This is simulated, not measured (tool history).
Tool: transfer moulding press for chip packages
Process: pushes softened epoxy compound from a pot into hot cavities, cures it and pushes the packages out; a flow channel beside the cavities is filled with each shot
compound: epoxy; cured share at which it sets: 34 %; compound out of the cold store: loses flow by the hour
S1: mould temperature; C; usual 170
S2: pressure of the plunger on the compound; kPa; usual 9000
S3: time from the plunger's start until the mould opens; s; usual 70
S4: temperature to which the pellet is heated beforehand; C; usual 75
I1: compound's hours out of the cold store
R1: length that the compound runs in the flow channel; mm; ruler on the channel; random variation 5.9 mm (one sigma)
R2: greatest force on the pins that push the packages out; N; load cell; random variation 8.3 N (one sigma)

run 1 hour=0.0 | S1=170 S2=9000 S3=70 S4=75 | I1=38.7 | R1=589 R2=516
-- hour=8.7 plunger's sealing rings changed
-- hour=45.0 cavities cleaned with cleaning compound and waxed
run 2 hour=45.0 | S1=170 S2=9000 S3=70 S4=75 | I1=12.5 | R1=676 R2=448
run 3 hour=64.9 | S1=170 S2=9000 S3=70 S4=75 | I1=25.0 | R1=634 R2=589
-- hour=98.2 cavities cleaned with cleaning compound and waxed
run 4 hour=112.4 | S1=170 S2=9000 S3=70 S4=75 | I1=8.8 | R1=669 R2=568
-- hour=153.7 cavities cleaned with cleaning compound and waxed
run 5 hour=157.8 | S1=170 S2=9000 S3=70 S4=75 | I1=32.9 | R1=629 R2=470
run 6 hour=195.2 | S1=170 S2=9000 S3=70 S4=75 | I1=25.6 | R1=633 R2=653
-- hour=206.3 cavities cleaned with cleaning compound and waxed
run 7 hour=242.1 | S1=170 S2=9000 S3=70 S4=75 | I1=17.4 | R1=628 R2=677
-- hour=259.2 cavities cleaned with cleaning compound and waxed
run 8 hour=267.0 | S1=170 S2=9000 S3=70 S4=75 | I1=24.3 | R1=614 R2=516
-- hour=314.9 cavities cleaned with cleaning compound and waxed
run 9 hour=315.4 | S1=170 S2=9000 S3=70 S4=75 | I1=15.2 | R1=630 R2=464
-- hour=345.3 plunger's sealing rings changed
run 10 hour=355.2 | S1=170 S2=9000 S3=70 S4=75 | I1=34.6 | R1=642 R2=655
-- hour=371.9 cavities cleaned with cleaning compound and waxed
-- hour=378.7 mould's thermocouples calibrated
run 11 hour=378.7 | S1=170 S2=6810 S3=70 S4=75 | I1=9.5 | R1=610 R2=584
run 12 hour=414.0 | S1=170 S2=9000 S3=70 S4=76 | I1=14.0 | R1=671 R2=786
-- hour=429.5 cavities cleaned with cleaning compound and waxed
run 13 hour=438.6 | S1=170 S2=9000 S3=70 S4=76 | I1=11.5 | R1=663 R2=586
run 14 hour=464.5 | S1=170 S2=9000 S3=70 S4=76 | I1=18.3 | R1=651 R2=752
-- hour=482.8 cavities cleaned with cleaning compound and waxed
run 15 hour=498.3 | S1=170 S2=9000 S3=70 S4=76 | I1=23.7 | R1=632 R2=632
-- hour=538.0 cavities cleaned with cleaning compound and waxed
run 16 hour=542.5 | S1=172 S2=10410 S3=106 S4=77 | I1=12.8 | R1=686 R2=228
-- hour=591.0 cavities cleaned with cleaning compound and waxed
run 17 hour=591.0 | S1=172 S2=10410 S3=106 S4=77 | I1=15.8 | R1=686 R2=209
run 18 hour=610.9 | S1=164 S2=8080 S3=67 S4=72 | I1=11.7 | R1=622 R2=1130
-- hour=623.3 mould's thermocouples calibrated, once more
run 19 hour=632.7 | S1=164 S2=8080 S3=67 S4=72 | I1=30.5 | R1=576 R2=982
-- hour=647.7 cavities cleaned with cleaning compound and waxed
run 20 hour=655.9 | S1=173 S2=6810 S3=102 S4=81 | I1=19.3 | R1=530 R2=227
-- hour=685.2 plunger's sealing rings changed
-- hour=705.1 cavities cleaned with cleaning compound and waxed
run 21 hour=705.1 | S1=169 S2=9000 S3=70 S4=75 | I1=8.3 | R1=698 R2=438
run 22 hour=737.3 | S1=169 S2=9000 S3=70 S4=75 | I1=26.6 | R1=648 R2=634
-- hour=760.0 cavities cleaned with cleaning compound and waxed
run 23 hour=769.6 | S1=169 S2=9000 S3=70 S4=75 | I1=38.7 | R1=619 R2=479
run 24 hour=797.9 | S1=171 S2=10240 S3=80 S4=83 | I1=41.4 | R1=656 R2=373
-- hour=813.6 cavities cleaned with cleaning compound and waxed
run 25 hour=839.5 | S1=171 S2=10240 S3=80 S4=83 | I1=42.8 | R1=641 R2=344
-- hour=869.5 cavities cleaned with cleaning compound and waxed
run 26 hour=882.2 | S1=169 S2=9000 S3=70 S4=70 | I1=14.6 | R1=649 R2=558
run 27 hour=911.6 | S1=169 S2=9000 S3=70 S4=70 | I1=40.0 | R1=601 R2=664

Forecast each of these 3 alternatives for the next run:
-- hour=923.6 cavities cleaned with cleaning compound and waxed
run A hour=937.7 | S1=170 S2=7480 S3=73 S4=66 | I1=20.3 | R1=? R2=?
-- hour=923.6 cavities cleaned with cleaning compound and waxed
run B hour=937.7 | S1=178 S2=9000 S3=68 S4=84 | I1=40.3 | R1=? R2=?
-- hour=923.6 cavities cleaned with cleaning compound and waxed
run C hour=937.7 | S1=169 S2=9740 S3=70 S4=70 | I1=18.6 | R1=? R2=?

run=A R1=575 R2=481
run=B R1=574 R2=305
run=C R1=654 R2=570
Without the tool's hidden state the same runs would have given:
run=A R1=610 R2=352
run=B R1=609 R2=228
run=C R1=693 R2=418
